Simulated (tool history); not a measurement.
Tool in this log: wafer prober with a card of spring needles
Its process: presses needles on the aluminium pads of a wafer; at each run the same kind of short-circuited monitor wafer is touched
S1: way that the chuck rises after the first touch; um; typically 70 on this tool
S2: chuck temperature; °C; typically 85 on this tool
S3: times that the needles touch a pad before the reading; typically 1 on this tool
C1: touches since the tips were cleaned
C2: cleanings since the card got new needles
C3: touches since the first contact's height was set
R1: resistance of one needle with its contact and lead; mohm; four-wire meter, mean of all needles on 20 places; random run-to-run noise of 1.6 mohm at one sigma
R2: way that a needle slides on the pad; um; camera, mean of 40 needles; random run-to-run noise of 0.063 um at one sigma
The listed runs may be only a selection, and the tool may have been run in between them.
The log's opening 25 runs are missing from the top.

{"run": 26, "hour": 194.0, "S1": 54, "S2": 41, "S3": 1, "C1": 3275, "C2": 56, "C3": 86739, "R1": 324, "R2": 14.27}
{"hour": 194.9, "done": "tips cleaned on abrasive film"}
{"run": 27, "hour": 204.1, "S1": 54, "S2": 41, "S3": 1, "C1": 3480, "C2": 57, "C3": 90524, "R1": 323, "R2": 14.36}
{"hour": 205.3, "done": "tips cleaned on abrasive film"}
{"run": 28, "hour": 214.3, "S1": 67, "S2": 44, "S3": 1, "C1": 3393, "C2": 58, "C3": 94323, "R1": 266, "R2": 17.79}
{"hour": 215.0, "done": "tips cleaned on abrasive film"}
{"run": 29, "hour": 221.9, "S1": 55, "S2": 125, "S3": 1, "C1": 2597, "C2": 59, "C3": 97175, "R1": 293, "R2": 14.5}
{"hour": 225.4, "done": "tips cleaned on abrasive film"}
{"run": 30, "hour": 232.4, "S1": 55, "S2": 125, "S3": 1, "C1": 2625, "C2": 60, "C3": 101076, "R1": 299, "R2": 14.54}
{"hour": 235.1, "done": "tips cleaned on abrasive film"}
{"run": 31, "hour": 238.1, "S1": 70, "S2": 85, "S3": 2, "C1": 1113, "C2": 61, "C3": 103190, "R1": 180, "R2": 18.55}
{"hour": 244.9, "done": "tips cleaned on abrasive film"}
{"run": 32, "hour": 244.9, "S1": 71, "S2": 85, "S3": 2, "C1": 0, "C2": 62, "C3": 105727, "R1": 155, "R2": 18.8}
{"hour": 254.9, "done": "tips cleaned on abrasive film"}
{"run": 33, "hour": 254.9, "S1": 89, "S2": 32, "S3": 1, "C1": 0, "C2": 63, "C3": 109478, "R1": 143, "R2": 23.66}

Forecast each of these 4 alternatives for the next run:
{"run": "A", "hour": 259.6, "S1": 89, "S2": 32, "S3": 2, "C1": 1758, "C2": 63, "C3": 111236, "R1": "?", "R2": "?"}
{"run": "B", "hour": 259.6, "S1": 55, "S2": 85, "S3": 1, "C1": 1758, "C2": 63, "C3": 111236, "R1": "?", "R2": "?"}
{"run": "C", "hour": 259.6, "S1": 52, "S2": 32, "S3": 2, "C1": 1758, "C2": 63, "C3": 111236, "R1": "?", "R2": "?"}
{"run": "D", "hour": 259.6, "S1": 70, "S2": 40, "S3": 2, "C1": 1758, "C2": 63, "C3": 111236, "R1": "?", "R2": "?"}

run=A R1=163 R2=23.65
run=B R1=259 R2=14.42
run=C R1=222 R2=13.62
run=D R1=190 R2=18.53
Stripped of hidden state, with their random variation kept, the same runs would have yielded:
run=A R1=133 R2=24.16
run=B R1=151 R2=14.92
run=C R1=143 R2=14.12
run=D R1=144 R2=19.03
